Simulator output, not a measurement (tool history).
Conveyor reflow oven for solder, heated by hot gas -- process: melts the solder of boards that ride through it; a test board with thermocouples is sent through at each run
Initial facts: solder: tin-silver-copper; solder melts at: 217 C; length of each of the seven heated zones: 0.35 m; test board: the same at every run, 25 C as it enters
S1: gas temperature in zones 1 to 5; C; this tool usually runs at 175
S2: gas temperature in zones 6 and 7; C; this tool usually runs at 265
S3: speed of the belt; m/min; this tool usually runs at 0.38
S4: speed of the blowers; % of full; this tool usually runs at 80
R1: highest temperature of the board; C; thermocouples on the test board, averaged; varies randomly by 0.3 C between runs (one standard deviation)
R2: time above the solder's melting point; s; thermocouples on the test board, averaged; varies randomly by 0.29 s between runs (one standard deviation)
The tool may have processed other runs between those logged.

run 1 hour=0 | S1=175 S2=265 S3=0.38 S4=80 | R1=255.2 R2=89.7
run 2 hour=11.1 | S1=175 S2=265 S3=0.38 S4=80 | R1=255.1 R2=89.5
run 3 hour=26.9 | S1=175 S2=265 S3=0.38 S4=80 | R1=254.7 R2=89.4
run 4 hour=42.5 | S1=175 S2=269 S3=0.38 S4=80 | R1=258.9 R2=92.1
run 5 hour=50.8 | S1=175 S2=265 S3=0.404 S4=80 | R1=253.8 R2=82.2
run 6 hour=58.4 | S1=175 S2=265 S3=0.404 S4=80 | R1=253.4 R2=82
run 7 hour=74.6 | S1=175 S2=265 S3=0.38 S4=80 | R1=254.3 R2=88.7
run 8 hour=91.2 | S1=175 S2=265 S3=0.38 S4=80 | R1=254.7 R2=88.8
run 9 hour=107.2 | S1=175 S2=265 S3=0.38 S4=80 | R1=254.1 R2=89
run 10 hour=116.4 | S1=175 S2=265 S3=0.38 S4=80 | R1=254.5 R2=89
run 11 hour=128.2 | S1=175 S2=265 S3=0.38 S4=80 | R1=253.9 R2=88.6
run 12 hour=142.9 | S1=175 S2=265 S3=0.411 S4=80 | R1=252.3 R2=79.5
run 13 hour=155.7 | S1=175 S2=265 S3=0.369 S4=80 | R1=254.7 R2=92.2
run 14 hour=163.3 | S1=175 S2=265 S3=0.369 S4=80 | R1=254.9 R2=92.4
run 15 hour=176.4 | S1=175 S2=265 S3=0.369 S4=80 | R1=254.3 R2=91.9
run 16 hour=190.1 | S1=175 S2=265 S3=0.369 S4=80 | R1=255.1 R2=92
run 17 hour=205.6 | S1=183 S2=265 S3=0.38 S4=80 | R1=255.1 R2=93.2
run 18 hour=219.1 | S1=173 S2=271 S3=0.41 S4=80 | R1=256.7 R2=82.9
-- hour=239.5 flux residue cleaned out of gas plates and filters
run 19 hour=241 | S1=175 S2=280 S3=0.38 S4=64 | R1=266.1 R2=97.5
run 20 hour=251.1 | S1=164 S2=265 S3=0.38 S4=78 | R1=254.4 R2=83.8
run 21 hour=261.7 | S1=190 S2=266 S3=0.388 S4=66 | R1=255.2 R2=95.3
run 22 hour=272.1 | S1=190 S2=278 S3=0.388 S4=66 | R1=265.5 R2=103
run 23 hour=283 | S1=174 S2=266 S3=0.321 S4=72 | R1=257.7 R2=110.2
run 24 hour=299 | S1=174 S2=266 S3=0.321 S4=72 | R1=258 R2=110.5
run 25 hour=308.3 | S1=175 S2=280 S3=0.444 S4=85 | R1=265.5 R2=83.1
run 26 hour=317.6 | S1=175 S2=280 S3=0.444 S4=85 | R1=265.9 R2=82.7
run 27 hour=330 | S1=175 S2=280 S3=0.444 S4=85 | R1=265.5 R2=82.5
run 28 hour=343.3 | S1=175 S2=280 S3=0.444 S4=85 | R1=265.8 R2=83
run 29 hour=359.6 | S1=175 S2=280 S3=0.444 S4=85 | R1=265.6 R2=83.1
run 30 hour=368.8 | S1=161 S2=279 S3=0.38 S4=62 | R1=261.9 R2=87.9
run 31 hour=379.8 | S1=161 S2=264 S3=0.38 S4=75 | R1=250.6 R2=79.5

3 options for the next run, each taken on its own from the tool as it stands now. Forecast them:
run A hour=392 | S1=181 S2=279 S3=0.309 S4=75 | R1=? R2=?
run B hour=392 | S1=165 S2=264 S3=0.38 S4=54 | R1=? R2=?
run C hour=392 | S1=161 S2=264 S3=0.303 S4=75 | R1=? R2=?

run=A R1=270.9 R2=128.3
run=B R1=246.2 R2=72.7
run=C R1=256.4 R2=109.5
Had the tool no hidden state, the same runs would have come out as:
run=A R1=272.7 R2=127.6
run=B R1=247.9 R2=73.9
run=C R1=258.3 R2=110.1

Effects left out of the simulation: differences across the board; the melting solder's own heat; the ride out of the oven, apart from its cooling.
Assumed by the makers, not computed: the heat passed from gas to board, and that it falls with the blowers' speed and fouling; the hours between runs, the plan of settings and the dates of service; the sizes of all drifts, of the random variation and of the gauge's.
